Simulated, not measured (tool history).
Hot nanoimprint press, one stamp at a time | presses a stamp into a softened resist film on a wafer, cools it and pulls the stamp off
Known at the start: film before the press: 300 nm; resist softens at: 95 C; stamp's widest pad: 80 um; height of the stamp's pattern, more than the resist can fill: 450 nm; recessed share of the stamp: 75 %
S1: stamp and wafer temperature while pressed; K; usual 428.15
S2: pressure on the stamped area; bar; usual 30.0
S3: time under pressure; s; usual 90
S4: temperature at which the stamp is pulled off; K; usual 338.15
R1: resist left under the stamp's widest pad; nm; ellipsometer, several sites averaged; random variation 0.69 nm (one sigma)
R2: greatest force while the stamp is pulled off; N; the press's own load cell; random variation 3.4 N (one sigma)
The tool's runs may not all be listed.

{"run": 1, "hour": 0.0, "S1": 428.15, "S2": 30.0, "S3": 90, "S4": 338.15, "R1": 172.2, "R2": 221}
{"run": 2, "hour": 26.8, "S1": 428.15, "S2": 40.5, "S3": 90, "S4": 338.15, "R1": 153.9, "R2": 214}
{"hour": 59.2, "done": "stamp cleaned and given a new release coat"}
{"run": 3, "hour": 60.6, "S1": 428.15, "S2": 30.0, "S3": 64, "S4": 338.15, "R1": 190.8, "R2": 165}
{"run": 4, "hour": 73.6, "S1": 428.15, "S2": 30.0, "S3": 64, "S4": 338.15, "R1": 190.0, "R2": 159}
{"run": 5, "hour": 90.4, "S1": 428.15, "S2": 30.0, "S3": 172, "S4": 338.15, "R1": 134.5, "R2": 161}
{"run": 6, "hour": 106.1, "S1": 428.15, "S2": 30.0, "S3": 172, "S4": 338.15, "R1": 135.1, "R2": 168}
{"run": 7, "hour": 126.8, "S1": 427.15, "S2": 30.0, "S3": 90, "S4": 338.15, "R1": 179.5, "R2": 162}
{"run": 8, "hour": 154.1, "S1": 427.15, "S2": 30.0, "S3": 90, "S4": 338.15, "R1": 179.8, "R2": 170}
{"run": 9, "hour": 167.7, "S1": 427.15, "S2": 30.0, "S3": 90, "S4": 338.15, "R1": 178.7, "R2": 174}
{"run": 10, "hour": 184.1, "S1": 427.15, "S2": 30.0, "S3": 90, "S4": 338.15, "R1": 178.8, "R2": 174}
{"run": 11, "hour": 205.2, "S1": 427.15, "S2": 30.0, "S3": 90, "S4": 338.15, "R1": 180.0, "R2": 171}
{"run": 12, "hour": 226.8, "S1": 427.15, "S2": 30.0, "S3": 90, "S4": 327.15, "R1": 179.2, "R2": 223}
{"run": 13, "hour": 256.8, "S1": 427.15, "S2": 30.0, "S3": 90, "S4": 327.15, "R1": 177.5, "R2": 228}
{"run": 14, "hour": 283.7, "S1": 428.15, "S2": 24.5, "S3": 90, "S4": 338.15, "R1": 180.6, "R2": 193}
{"run": 15, "hour": 305.9, "S1": 428.15, "S2": 30.0, "S3": 178, "S4": 338.15, "R1": 131.0, "R2": 197}
{"run": 16, "hour": 321.0, "S1": 431.15, "S2": 30.0, "S3": 176, "S4": 325.15, "R1": 107.6, "R2": 252}
{"run": 17, "hour": 342.7, "S1": 431.15, "S2": 30.0, "S3": 176, "S4": 325.15, "R1": 106.9, "R2": 253}
{"run": 18, "hour": 369.6, "S1": 431.15, "S2": 30.0, "S3": 176, "S4": 325.15, "R1": 107.2, "R2": 252}
{"run": 19, "hour": 395.7, "S1": 431.15, "S2": 27.8, "S3": 50, "S4": 325.15, "R1": 177.6, "R2": 259}
{"run": 20, "hour": 426.3, "S1": 431.15, "S2": 20.3, "S3": 50, "S4": 325.15, "R1": 195.9, "R2": 272}
{"run": 21, "hour": 448.1, "S1": 433.15, "S2": 30.0, "S3": 94, "S4": 338.15, "R1": 120.3, "R2": 210}
{"run": 22, "hour": 473.1, "S1": 416.15, "S2": 30.0, "S3": 62, "S4": 338.15, "R1": 278.5, "R2": 223}
{"run": 23, "hour": 495.1, "S1": 416.15, "S2": 30.0, "S3": 62, "S4": 338.15, "R1": 276.3, "R2": 225}
{"run": 24, "hour": 517.8, "S1": 419.15, "S2": 30.0, "S3": 169, "S4": 324.15, "R1": 222.3, "R2": 289}
{"run": 25, "hour": 535.1, "S1": 434.15, "S2": 28.6, "S3": 169, "S4": 324.15, "R1": 89.2, "R2": 280}
{"hour": 545.6, "done": "stamp cleaned and given a new release coat"}
{"run": 26, "hour": 571.0, "S1": 434.15, "S2": 36.6, "S3": 113, "S4": 324.15, "R1": 94.9, "R2": 211}
{"run": 27, "hour": 591.8, "S1": 428.15, "S2": 30.0, "S3": 62, "S4": 346.15, "R1": 186.2, "R2": 133}
{"run": 28, "hour": 621.2, "S1": 428.15, "S2": 24.3, "S3": 90, "S4": 338.15, "R1": 178.1, "R2": 163}
{"run": 29, "hour": 646.9, "S1": 419.15, "S2": 24.3, "S3": 71, "S4": 334.15, "R1": 262.1, "R2": 188}

4 ways to go on from here, each from the tool as it stands after run 29. What would each give?
{"run": "A", "hour": 662.4, "S1": 431.15, "S2": 33.8, "S3": 100, "S4": 338.15, "R1": "?", "R2": "?"}
{"run": "B", "hour": 662.4, "S1": 418.15, "S2": 19.3, "S3": 89, "S4": 334.15, "R1": "?", "R2": "?"}
{"run": "C", "hour": 662.4, "S1": 428.15, "S2": 42.1, "S3": 115, "S4": 338.15, "R1": "?", "R2": "?"}
{"run": "D", "hour": 662.4, "S1": 419.15, "S2": 24.3, "S3": 116, "S4": 334.15, "R1": "?", "R2": "?"}

run=A R1=124.9 R2=170
run=B R1=269.0 R2=189
run=C R1=131.9 R2=163
run=D R1=245.6 R2=182
Without the tool's hidden state the same runs would have given:
run=A R1=133.8 R2=159
run=B R1=274.7 R2=176
run=C R1=141.3 R2=152
run=D R1=254.2 R2=171
